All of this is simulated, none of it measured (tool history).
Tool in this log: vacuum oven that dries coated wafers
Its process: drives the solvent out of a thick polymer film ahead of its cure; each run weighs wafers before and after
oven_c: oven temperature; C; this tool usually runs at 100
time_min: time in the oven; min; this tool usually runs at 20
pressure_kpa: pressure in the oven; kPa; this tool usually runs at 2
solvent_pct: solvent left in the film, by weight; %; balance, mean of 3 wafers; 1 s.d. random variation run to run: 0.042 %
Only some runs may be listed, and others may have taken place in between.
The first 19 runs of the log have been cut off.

run,day,oven_c,time_min,pressure_kpa,hours of work since the thermocouples were calibrated,hours of work since the vacuum gauge was cleaned of residue,solvent_pct
20,18.896,100,31,2,620,977,1.08
21,20.008,97,20,2.35,631,988,3
22,20.892,97,26,5.08,640,997,3.2
23,21.938,112,11,2.53,650,1007,1.6
24,23.171,112,35,1.63,663,1019,0.43
25,24.196,100,12,1.27,673,1030,4.2
26,25.538,100,12,1.27,686,1043,4.06
27,26.658,106,12,7.71,697,1054,3.98
28,28.062,108,17,7.71,711,1068,2.64
29,29.479,100,20,1.28,725,1082,2.03
30,30.325,108,23,3.38,734,1090,1.14
31,31.592,108,23,3.38,746,1103,1.12
32,32.821,108,23,3.38,758,1115,1.19
33,34.004,105,12,4.49,770,1127,3.48
34,35.271,105,12,4.49,783,1140,3.52

What if the next run were any one of these 3? Each begins from the tool's condition after run 34:
A,36.642,105,12,4.49,796,1153,?
B,36.642,105,17,3.72,796,1153,?
C,36.642,100,12,2.22,796,1153,?

run,solvent_pct
A,3.46
B,2.01
C,4.56
What these runs would have given with no unlogged condition in the tool:
run,solvent_pct
A,2.91
B,1.64
C,3.87
